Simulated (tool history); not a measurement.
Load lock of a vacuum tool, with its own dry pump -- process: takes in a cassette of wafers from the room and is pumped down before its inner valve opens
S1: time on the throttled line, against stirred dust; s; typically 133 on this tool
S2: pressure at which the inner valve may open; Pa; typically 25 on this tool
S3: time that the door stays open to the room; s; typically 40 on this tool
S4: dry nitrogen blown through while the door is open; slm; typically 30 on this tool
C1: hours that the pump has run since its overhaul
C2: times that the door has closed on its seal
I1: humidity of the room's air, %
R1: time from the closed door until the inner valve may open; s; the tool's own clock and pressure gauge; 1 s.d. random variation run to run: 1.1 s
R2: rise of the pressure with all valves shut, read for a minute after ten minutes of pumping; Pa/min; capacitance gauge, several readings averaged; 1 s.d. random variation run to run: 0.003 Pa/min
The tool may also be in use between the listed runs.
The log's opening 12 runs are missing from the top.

Run 13, day 38.742: usual settings but S1 81 s, S2 35 Pa, S3 214 s; C1 4000; C2 12304; I1 44.5. Result: R1 148.7 s, R2 0.042 Pa/min.
Run 14, day 43.242: usual settings; C1 4108; C2 12715; I1 43.3. Result: R1 196.2 s, R2 0.034 Pa/min.
Run 15, day 46.912: usual settings; C1 4196; C2 13050; I1 47.8. Result: R1 195.5 s, R2 0.03 Pa/min.
Run 16, day 51.579: usual settings but S1 243 s; C1 4308; C2 13477; I1 44.6. Result: R1 285.5 s, R2 0.031 Pa/min.
Run 17, day 55.538: usual settings but S1 243 s; C1 4403; C2 13838; I1 46.8. Result: R1 285.1 s, R2 0.03 Pa/min.
Run 18, day 57.838: usual settings but S1 243 s; C1 4458; C2 14048; I1 43. Result: R1 286 s, R2 0.03 Pa/min.
Run 19, day 60.067: usual settings but S1 243 s; C1 4512; C2 14252; I1 47.2. Result: R1 285.9 s, R2 0.032 Pa/min.
Run 20, day 63.596: usual settings but S1 243 s; C1 4596; C2 14575; I1 45.4. Result: R1 288.2 s, R2 0.036 Pa/min.
Run 21, day 66.333: usual settings but S3 44 s, S4 12 slm; C1 4662; C2 14825; I1 43.3. Result: R1 195.7 s, R2 0.05 Pa/min.
Run 22, day 69.808: usual settings but S1 188 s, S2 30 Pa, S3 64 s, S4 24 slm; C1 4745; C2 15142; I1 42.4. Result: R1 239.1 s, R2 0.039 Pa/min.
Run 23, day 72.196: usual settings but S1 188 s, S2 30 Pa, S3 64 s, S4 24 slm; C1 4803; C2 15361; I1 44.1. Result: R1 238.6 s, R2 0.037 Pa/min.
Run 24, day 76.971: usual settings but S1 188 s, S2 30 Pa, S3 160 s, S4 11 slm; C1 4917; C2 15797; I1 47.3. Result: R1 241.8 s, R2 0.071 Pa/min.
Run 25, day 81.067: usual settings but S1 129 s, S2 30 Pa, S3 221 s, S4 11 slm; C1 5016; C2 16171; I1 45.8. Result: R1 191.7 s, R2 0.074 Pa/min.
Run 26, day 84.283: usual settings but S1 97 s, S2 23 Pa, S3 49 s; C1 5093; C2 16465; I1 47.2. Result: R1 167.3 s, R2 0.044 Pa/min.
Run 27, day 86.996: usual settings but S3 230 s, S4 27 slm; C1 5158; C2 16713; I1 42.5. Result: R1 196.7 s, R2 0.05 Pa/min.
Run 28, day 88.962: usual settings but S2 22 Pa, S3 230 s, S4 27 slm; C1 5205; C2 16893; I1 43.1. Result: R1 196.3 s, R2 0.055 Pa/min.
Run 29, day 92.45: usual settings but S1 177 s, S2 32 Pa, S3 86 s, S4 27 slm; C1 5289; C2 17211; I1 44.5. Result: R1 228.1 s, R2 0.049 Pa/min.
Run 30, day 96.604: usual settings but S1 130 s, S2 34 Pa, S4 15 slm; C1 5388; C2 17591; I1 39.6. Result: R1 191.6 s, R2 0.041 Pa/min.
Run 31, day 100.9: usual settings but S1 73 s, S2 19 Pa, S3 150 s, S4 17 slm; C1 5492; C2 17984; I1 47.5. Result: R1 150.9 s, R2 0.066 Pa/min.
Run 32, day 104.579: usual settings but S1 161 s, S2 32 Pa, S3 65 s; C1 5580; C2 18320; I1 43.8. Result: R1 216.6 s, R2 0.047 Pa/min.
Run 33, day 107.862: usual settings but S1 161 s, S2 32 Pa, S3 65 s; C1 5659; C2 18620; I1 45.6. Result: R1 214.6 s, R2 0.046 Pa/min.
Run 34, day 110.212: usual settings but S2 47 Pa, S4 8 slm; C1 5715; C2 18835; I1 42.9. Result: R1 187.8 s, R2 0.057 Pa/min.
Run 35, day 114.404: usual settings but S2 47 Pa, S4 8 slm; C1 5816; C2 19218; I1 46.4. Result: R1 190 s, R2 0.056 Pa/min.
Run 36, day 116.596: usual settings but S1 126 s, S2 38 Pa, S4 8 slm; C1 5868; C2 19418; I1 47.5. Result: R1 186.2 s, R2 0.059 Pa/min.

Forecast each of these 4 alternatives for the next run:
Run A, day 119.625: usual settings but S1 72 s, S2 33 Pa, S4 8 slm; C1 5941; C2 19695; I1 45.4. Result: R1 ?, R2 ?.
Run B, day 119.625: usual settings but S1 201 s, S2 32 Pa, S4 7 slm; C1 5941; C2 19695; I1 47.5. Result: R1 ?, R2 ?.
Run C, day 119.625: usual settings but S3 163 s; C1 5941; C2 19695; I1 45.2. Result: R1 ?, R2 ?.
Run D, day 119.625: usual settings but S1 183 s, S2 38 Pa, S4 5 slm; C1 5941; C2 19695; I1 46.2. Result: R1 ?, R2 ?.

run     R1     R2
  A  143.6  0.061
  B    250  0.065
  C  197.6  0.059
  D  234.3  0.065
With the hidden condition removed and each run's random variation left untouched, the same runs would have given:
run     R1     R2
  A  139.2  0.025
  B  246.8   0.03
  C  193.7  0.025
  D  231.2  0.029
